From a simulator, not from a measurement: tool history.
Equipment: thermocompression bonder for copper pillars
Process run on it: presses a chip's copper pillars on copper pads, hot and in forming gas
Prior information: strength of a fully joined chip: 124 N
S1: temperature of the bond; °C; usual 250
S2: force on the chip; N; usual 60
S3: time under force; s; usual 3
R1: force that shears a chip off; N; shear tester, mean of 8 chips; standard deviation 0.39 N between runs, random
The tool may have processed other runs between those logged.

run,hour,S1,S2,S3,R1
1,0,250,60,3,85.5
2,7.4,250,60,3,85.6
3,12.6,250,60,3,85.3
4,20.6,250,60,3,85.2
5,26.1,250,60,3,85.1
6,34.9,250,60,4,91.4
7,40.2,250,60,3,85.3
8,45.9,263,60,3,92.2
9,51.3,263,60,3,92.1
10,56,263,60,3,92
11,62.1,263,60,3,92.2
12,66.1,263,39,3,66.2
13,72.6,250,60,3,84.8
14,77.9,250,60,3,84.8
15,81.7,250,60,3,85
16,89.5,250,60,7,101.2
17,94.7,250,60,2,76.2
18,100.5,250,60,4,90.6
19,108.4,250,60,6,98.2
20,113.6,250,60,6,98.4
21,118.1,259,55,4,89.9
22,123.1,234,55,2,61
23,128.5,234,55,2,60.5
24,134.7,268,86,3,108.6
25,142.9,268,86,3,108.8
26,146.9,235,86,3,95.8
27,154.7,258,60,4,94.3
28,161.8,220,81,3,83.4
29,167.2,250,47,5,80.5
30,174.8,270,82,7,113.5
31,182.8,250,42,5,73.8
32,189.2,230,37,2,38.4
33,193.3,230,37,2,38.2
34,199,226,42,3,48.9
35,204.3,221,42,7,63
36,209.7,221,45,7,67.1
37,219,251,76,3,97.3
38,225.7,223,67,3,73.8
39,231,266,54,8,102.9

Below, some changes in R1 between adjacent runs. For each, the amount present without the hidden state too (settings, incoming material, random variation) and the amount remaining for the hidden state with gauge scatter not shared by both compared results:
Hidden state present: true temperature of the bond over the reading, C; force that reaches the chip, % of what is set; oxide that the forming gas leaves, % of the face; drift of the gauge itself on shear_n, %.
Run 23 -> 24: S1 234 -> 268, S2 55 -> 86, S3 2 -> 3. R1 +48.1 N: hidden state -4.3, all else +52.4.
Run 29 -> 30: S1 250 -> 270, S2 47 -> 82, S3 5 -> 7. R1 +33 N: hidden state -5, all else +38.
Run 30 -> 31: S1 270 -> 250, S2 82 -> 42, S3 7 -> 5. R1 -39.7 N: hidden state +5.3, all else -45.
Run 31 -> 32: S1 250 -> 230, S2 42 -> 37, S3 5 -> 2. R1 -35.4 N: hidden state +1.2, all else -36.6.

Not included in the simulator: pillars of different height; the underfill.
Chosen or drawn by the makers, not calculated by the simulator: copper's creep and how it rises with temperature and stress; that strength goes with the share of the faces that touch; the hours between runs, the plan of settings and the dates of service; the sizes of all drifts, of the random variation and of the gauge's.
